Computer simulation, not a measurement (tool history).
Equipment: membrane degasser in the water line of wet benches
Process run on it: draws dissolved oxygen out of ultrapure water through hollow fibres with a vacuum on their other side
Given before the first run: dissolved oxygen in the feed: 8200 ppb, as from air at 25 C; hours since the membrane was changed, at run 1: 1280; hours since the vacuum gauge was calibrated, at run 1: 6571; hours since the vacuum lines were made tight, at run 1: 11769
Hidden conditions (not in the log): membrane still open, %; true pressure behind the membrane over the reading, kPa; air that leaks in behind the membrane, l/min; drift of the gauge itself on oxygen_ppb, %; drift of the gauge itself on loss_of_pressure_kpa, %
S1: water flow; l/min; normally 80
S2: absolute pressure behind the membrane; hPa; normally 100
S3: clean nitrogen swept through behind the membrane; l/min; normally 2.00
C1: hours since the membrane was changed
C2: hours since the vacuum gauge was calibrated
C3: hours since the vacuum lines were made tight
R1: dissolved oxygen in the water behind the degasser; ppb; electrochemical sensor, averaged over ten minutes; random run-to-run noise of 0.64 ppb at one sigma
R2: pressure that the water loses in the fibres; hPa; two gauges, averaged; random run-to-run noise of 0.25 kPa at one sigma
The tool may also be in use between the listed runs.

run 1 day=0.000 | S1=80 S2=100 S3=2.00 | C1=1280 C2=6571 C3=11769 | R1=530.3 R2=660.8
run 2 day=3.975 | S1=80 S2=100 S3=2.00 | C1=1376 C2=6666 C3=11864 | R1=529.0 R2=662.5
run 3 day=7.542 | S1=80 S2=228 S3=2.00 | C1=1461 C2=6752 C3=11950 | R1=1371.4 R2=667.4
run 4 day=10.138 | S1=60 S2=100 S3=2.00 | C1=1524 C2=6814 C3=12012 | R1=422.5 R2=497.6
run 5 day=14.400 | S1=80 S2=100 S3=2.00 | C1=1626 C2=6916 C3=12114 | R1=530.3 R2=664.4
run 6 day=18.171 | S1=80 S2=100 S3=2.00 | C1=1716 C2=7007 C3=12205 | R1=529.2 R2=669.8
-- day=19.383 seals of the vacuum lines changed
run 7 day=21.342 | S1=80 S2=100 S3=2.00 | C1=1790 C2=7081 C3=47 | R1=530.4 R2=666.9
run 8 day=24.583 | S1=80 S2=100 S3=2.00 | C1=1868 C2=7159 C3=125 | R1=530.1 R2=665.5
run 9 day=27.367 | S1=80 S2=100 S3=2.00 | C1=1935 C2=7225 C3=192 | R1=530.5 R2=665.3
run 10 day=30.621 | S1=80 S2=100 S3=2.00 | C1=2013 C2=7303 C3=270 | R1=530.5 R2=674.9
run 11 day=32.779 | S1=80 S2=100 S3=2.00 | C1=2065 C2=7355 C3=321 | R1=529.1 R2=667.4
run 12 day=37.046 | S1=80 S2=100 S3=2.00 | C1=2167 C2=7458 C3=424 | R1=530.1 R2=668.6
run 13 day=39.129 | S1=80 S2=100 S3=2.00 | C1=2217 C2=7508 C3=474 | R1=529.9 R2=665.6
run 14 day=42.329 | S1=80 S2=100 S3=2.00 | C1=2294 C2=7584 C3=551 | R1=530.6 R2=667.0
run 15 day=45.021 | S1=80 S2=100 S3=2.00 | C1=2359 C2=7649 C3=615 | R1=531.9 R2=668.1
run 16 day=48.938 | S1=80 S2=77 S3=2.00 | C1=2453 C2=7743 C3=709 | R1=363.3 R2=668.6
run 17 day=52.267 | S1=55 S2=67 S3=1.08 | C1=2533 C2=7823 C3=789 | R1=341.8 R2=458.1
run 18 day=56.404 | S1=80 S2=149 S3=4.99 | C1=2632 C2=7922 C3=888 | R1=416.8 R2=669.6
run 19 day=59.538 | S1=80 S2=215 S3=2.45 | C1=2707 C2=7997 C3=964 | R1=1109.7 R2=669.8
run 20 day=61.504 | S1=80 S2=215 S3=2.45 | C1=2754 C2=8045 C3=1011 | R1=1114.9 R2=676.4
-- day=61.817 vacuum gauge calibrated
run 21 day=65.175 | S1=125 S2=169 S3=5.51 | C1=2842 C2=81 C3=1098 | R1=661.0 R2=1045.7
run 22 day=68.796 | S1=125 S2=169 S3=5.51 | C1=2929 C2=167 C3=1185 | R1=662.2 R2=1047.5
run 23 day=71.392 | S1=125 S2=169 S3=5.51 | C1=2991 C2=230 C3=1248 | R1=661.2 R2=1047.4
run 24 day=74.688 | S1=61 S2=169 S3=5.51 | C1=3070 C2=309 C3=1327 | R1=350.2 R2=514.7
run 25 day=76.929 | S1=61 S2=169 S3=5.51 | C1=3124 C2=363 C3=1381 | R1=349.5 R2=512.9
run 26 day=79.267 | S1=69 S2=82 S3=1.37 | C1=3180 C2=419 C3=1437 | R1=481.5 R2=578.4
run 27 day=82.975 | S1=69 S2=82 S3=1.37 | C1=3269 C2=508 C3=1526 | R1=481.1 R2=577.1
-- day=84.592 vacuum gauge calibrated, once more
run 28 day=85.867 | S1=127 S2=82 S3=0.81 | C1=3338 C2=31 C3=1595 | R1=951.7 R2=1072.4
run 29 day=88.200 | S1=61 S2=117 S3=0.94 | C1=3394 C2=87 C3=1651 | R1=909.1 R2=513.9
run 30 day=91.525 | S1=57 S2=100 S3=2.75 | C1=3474 C2=166 C3=1730 | R1=305.5 R2=480.7
run 31 day=94.088 | S1=57 S2=100 S3=2.75 | C1=3535 C2=228 C3=1792 | R1=306.1 R2=477.5

Predict each of these 4 candidate next runs independently; none follows another, all start after run 31:
run A day=97.542 | S1=61 S2=181 S3=4.73 | C1=3618 C2=311 C3=1875 | R1=? R2=?
run B day=97.542 | S1=57 S2=129 S3=2.75 | C1=3618 C2=311 C3=1875 | R1=? R2=?
run C day=97.542 | S1=57 S2=171 S3=1.63 | C1=3618 C2=311 C3=1875 | R1=? R2=?
run D day=97.542 | S1=66 S2=100 S3=2.00 | C1=3618 C2=311 C3=1875 | R1=? R2=?

run=A R1=427.0 R2=510.1
run=B R1=428.6 R2=478.9
run=C R1=912.4 R2=482.4
run=D R1=450.8 R2=556.9
What these runs would have given with no unlogged condition in the tool:
run=A R1=425.0 R2=499.8
run=B R1=426.1 R2=469.2
run=C R1=909.0 R2=472.7
run=D R1=447.5 R2=545.6
